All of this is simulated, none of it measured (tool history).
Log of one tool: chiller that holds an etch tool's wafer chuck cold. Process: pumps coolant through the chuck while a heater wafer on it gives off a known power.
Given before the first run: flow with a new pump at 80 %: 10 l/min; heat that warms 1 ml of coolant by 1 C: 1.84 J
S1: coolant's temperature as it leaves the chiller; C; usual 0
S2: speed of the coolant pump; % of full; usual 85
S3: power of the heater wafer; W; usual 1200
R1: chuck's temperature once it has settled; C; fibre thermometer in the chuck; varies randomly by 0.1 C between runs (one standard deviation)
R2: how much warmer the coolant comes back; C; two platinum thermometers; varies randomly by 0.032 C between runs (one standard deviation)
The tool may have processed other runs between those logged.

| run | hour | S1 | S2 | S3 | R1 | R2 |
|---|---|---|---|---|---|---|
| 1 | 0 | 0 | 85 | 1200 | 14.5 | 3.64 |
| 2 | 67.8 | 0 | 85 | 1200 | 14.4 | 3.62 |
| 3 | 159.2 | 0 | 85 | 1200 | 14.3 | 3.62 |
| 4 | 249.9 | 0 | 85 | 1200 | 14.6 | 3.68 |
| 5 | 355.4 | 0 | 85 | 1200 | 14.5 | 3.62 |
|  | 374.9 | chiller's thermometer calibrated |
| 6 | 424.2 | 0 | 64 | 1200 | 18.6 | 5.11 |
| 7 | 544.7 | 0 | 85 | 1200 | 15 | 3.69 |
| 8 | 606.4 | 0 | 85 | 1200 | 14.9 | 3.69 |
| 9 | 679.7 | 0 | 85 | 1200 | 15.2 | 3.69 |
| 10 | 801.9 | 0 | 85 | 1200 | 15.2 | 3.71 |
| 11 | 869.9 | 0 | 85 | 897 | 11.7 | 2.77 |
|  | 969.6 | chiller's thermometer calibrated, once more |
| 12 | 969.6 | 0 | 85 | 1200 | 13.8 | 3.67 |
| 13 | 1037 | 0 | 85 | 1200 | 14.1 | 3.72 |

For run 14, what comes out?
| 14 | 1119.8 | -10 | 63 | 700 | ? | ? |

Run 14 gave R1 0.4 C, R2 2.98 C.
With no hidden state in the tool, this same run would have given R1 -0.7 C, R2 2.93 C.
